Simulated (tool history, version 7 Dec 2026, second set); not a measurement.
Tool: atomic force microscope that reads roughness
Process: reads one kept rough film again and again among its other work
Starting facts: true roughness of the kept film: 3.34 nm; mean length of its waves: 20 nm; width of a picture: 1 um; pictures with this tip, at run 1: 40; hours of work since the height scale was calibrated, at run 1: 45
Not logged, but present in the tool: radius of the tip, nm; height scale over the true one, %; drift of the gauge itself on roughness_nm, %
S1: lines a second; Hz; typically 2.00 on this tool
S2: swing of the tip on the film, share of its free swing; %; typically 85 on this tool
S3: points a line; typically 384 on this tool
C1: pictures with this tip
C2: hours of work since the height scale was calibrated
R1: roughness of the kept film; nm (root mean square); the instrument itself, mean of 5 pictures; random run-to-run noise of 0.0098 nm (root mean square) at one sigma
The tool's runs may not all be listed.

run,hour,S1,S2,S3,C1,C2,R1
1,0.0,2.00,85,384,40,45,1.814
2,26.4,2.00,85,977,73,55,1.562
3,58.6,2.00,85,977,112,68,1.311
# hour 76.9: new tip fitted
4,93.6,2.00,85,977,21,82,1.956
5,135.8,2.00,85,977,73,99,1.505
# hour 183.8: new tip fitted
6,187.4,2.00,72,384,5,119,2.240
7,223.6,2.00,72,384,49,134,1.744
8,248.1,2.00,72,384,79,144,1.505
# hour 289.8: new tip fitted
9,291.4,2.00,72,384,2,161,2.244
10,344.1,1.77,72,384,67,182,1.541
11,380.4,2.64,85,384,112,197,1.175
# hour 396.4: new tip fitted
12,438.3,2.64,85,384,51,220,1.586
13,478.0,2.00,85,591,100,236,1.281
# hour 505.2: new tip fitted
14,514.1,0.62,85,591,11,250,2.183
15,557.2,0.62,85,591,64,267,1.611
16,602.7,0.62,85,591,120,285,1.236
# hour 612.6: new tip fitted
17,632.3,0.62,85,591,24,297,2.088
18,689.1,2.00,74,573,94,320,1.401
# hour 719.1: new tip fitted
19,724.8,2.00,74,573,7,334,2.234
20,749.9,2.00,74,573,38,344,1.841
21,784.3,2.00,74,573,81,358,1.482
22,813.3,1.80,78,643,116,369,1.261
# hour 824.6: new tip fitted
23,863.5,1.80,78,643,48,389,1.724
24,917.2,1.00,85,384,114,411,1.282
# hour 931.5: new tip fitted
25,963.1,1.01,63,384,39,429,1.831
26,1010.9,1.01,63,384,97,448,1.390
# hour 1039.6: new tip fitted
27,1059.5,1.01,85,384,25,467,1.993
28,1112.4,1.95,73,384,90,488,1.440
# hour 1145.8: new tip fitted
29,1145.8,1.95,73,384,0,502,2.314
30,1177.8,0.52,59,334,40,514,1.849
31,1221.3,0.96,58,304,93,532,1.437

Difference, measured minus no-hidden-state, one row per run. Run-to-run variation is common to both terms; the gauge's own scatter need not be:
run,R1
1,-0.428
2,-0.706
3,-0.957
4,-0.312
5,-0.770
6,-0.083
7,-0.602
8,-0.835
9,-0.103
10,-0.811
11,-0.988
12,-0.574
13,-0.940
14,-0.205
15,-0.798
16,-1.160
17,-0.320
18,-0.931
19,-0.116
20,-0.499
21,-0.861
22,-1.074
23,-0.610
24,-1.060
25,-0.579
26,-1.025
27,-0.363
28,-0.897
29,-0.040
30,-0.583
31,-0.982

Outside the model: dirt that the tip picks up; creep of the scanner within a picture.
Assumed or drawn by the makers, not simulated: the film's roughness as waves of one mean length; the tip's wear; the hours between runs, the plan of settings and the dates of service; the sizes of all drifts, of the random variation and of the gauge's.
